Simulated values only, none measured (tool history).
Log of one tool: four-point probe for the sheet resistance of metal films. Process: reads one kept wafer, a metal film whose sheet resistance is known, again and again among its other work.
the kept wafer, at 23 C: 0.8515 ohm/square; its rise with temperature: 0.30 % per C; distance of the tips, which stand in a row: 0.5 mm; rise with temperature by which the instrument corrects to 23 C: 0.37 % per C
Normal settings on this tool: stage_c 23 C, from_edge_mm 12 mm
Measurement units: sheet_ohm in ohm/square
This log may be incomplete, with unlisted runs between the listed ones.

Run 1, hour 0.0: usual settings. Result: sheet_ohm 0.857736 ohm/square.
Run 2, hour 81.4: usual settings. Result: sheet_ohm 0.857784 ohm/square.
Run 3, hour 153.5: usual settings. Result: sheet_ohm 0.857957 ohm/square.
At hour 174.5: stage's thermometer calibrated.
Run 4, hour 221.9: usual settings. Result: sheet_ohm 0.856740 ohm/square.
Run 5, hour 258.2: usual settings. Result: sheet_ohm 0.857316 ohm/square.
Run 6, hour 314.5: usual settings but from_edge_mm 11 mm. Result: sheet_ohm 0.856757 ohm/square.
Run 7, hour 395.5: usual settings. Result: sheet_ohm 0.856974 ohm/square.
Run 8, hour 434.2: usual settings. Result: sheet_ohm 0.857063 ohm/square.
Run 9, hour 472.4: usual settings. Result: sheet_ohm 0.857387 ohm/square.
Run 10, hour 507.3: usual settings. Result: sheet_ohm 0.857490 ohm/square.
Run 11, hour 576.8: usual settings. Result: sheet_ohm 0.857172 ohm/square.
Run 12, hour 656.1: usual settings. Result: sheet_ohm 0.857471 ohm/square.
Run 13, hour 702.8: usual settings. Result: sheet_ohm 0.857143 ohm/square.
Run 14, hour 748.2: usual settings. Result: sheet_ohm 0.857512 ohm/square.
Run 15, hour 795.3: usual settings but stage_c 22 C. Result: sheet_ohm 0.857922 ohm/square.
Run 16, hour 852.8: usual settings but from_edge_mm 34 mm. Result: sheet_ohm 0.856943 ohm/square.
Run 17, hour 915.7: usual settings but stage_c 24 C, from_edge_mm 6 mm. Result: sheet_ohm 0.859366 ohm/square.
Run 18, hour 954.6: usual settings but stage_c 22 C, from_edge_mm 6 mm. Result: sheet_ohm 0.860900 ohm/square.
Run 19, hour 1037.9: usual settings but stage_c 34 C. Result: sheet_ohm 0.851608 ohm/square.
Run 20, hour 1097.7: usual settings but stage_c 25 C. Result: sheet_ohm 0.856865 ohm/square.
Run 21, hour 1172.5: usual settings but stage_c 26 C, from_edge_mm 57 mm. Result: sheet_ohm 0.855429 ohm/square.
Run 22, hour 1254.0: usual settings but stage_c 26 C, from_edge_mm 57 mm. Result: sheet_ohm 0.855569 ohm/square.
Run 23, hour 1329.6: usual settings but stage_c 25 C. Result: sheet_ohm 0.857049 ohm/square.
Run 24, hour 1364.7: usual settings but stage_c 25 C. Result: sheet_ohm 0.857573 ohm/square.
Run 25, hour 1446.6: usual settings but stage_c 30 C, from_edge_mm 7 mm. Result: sheet_ohm 0.856031 ohm/square.
Run 26, hour 1529.6: usual settings but stage_c 22 C, from_edge_mm 3 mm. Result: sheet_ohm 0.870794 ohm/square.
Run 27, hour 1613.4: usual settings but stage_c 22 C, from_edge_mm 3 mm. Result: sheet_ohm 0.871026 ohm/square.
Run 28, hour 1657.2: usual settings but stage_c 22 C, from_edge_mm 3 mm. Result: sheet_ohm 0.870957 ohm/square.
Run 29, hour 1725.4: usual settings but stage_c 22 C, from_edge_mm 3 mm. Result: sheet_ohm 0.871013 ohm/square.
Run 30, hour 1775.5: usual settings but stage_c 22 C, from_edge_mm 3 mm. Result: sheet_ohm 0.871108 ohm/square.
Run 31, hour 1828.1: usual settings but stage_c 19 C, from_edge_mm 23 mm. Result: sheet_ohm 0.860554 ohm/square.

Here are 3 independent what-if runs from the current tool condition. What would each one return?
Run A, hour 1898.6: usual settings but stage_c 24 C, from_edge_mm 7 mm. Result: sheet_ohm ?.
Run B, hour 1898.6: usual settings but stage_c 28 C. Result: sheet_ohm ?.
Run C, hour 1898.6: usual settings but stage_c 34 C, from_edge_mm 4 mm. Result: sheet_ohm ?.

run  sheet_ohm
  A   0.859889
  B   0.856069
  C   0.859344
Had the tool no hidden state, the same runs would have come out as:
run  sheet_ohm
  A   0.853230
  B   0.849446
  C   0.852711

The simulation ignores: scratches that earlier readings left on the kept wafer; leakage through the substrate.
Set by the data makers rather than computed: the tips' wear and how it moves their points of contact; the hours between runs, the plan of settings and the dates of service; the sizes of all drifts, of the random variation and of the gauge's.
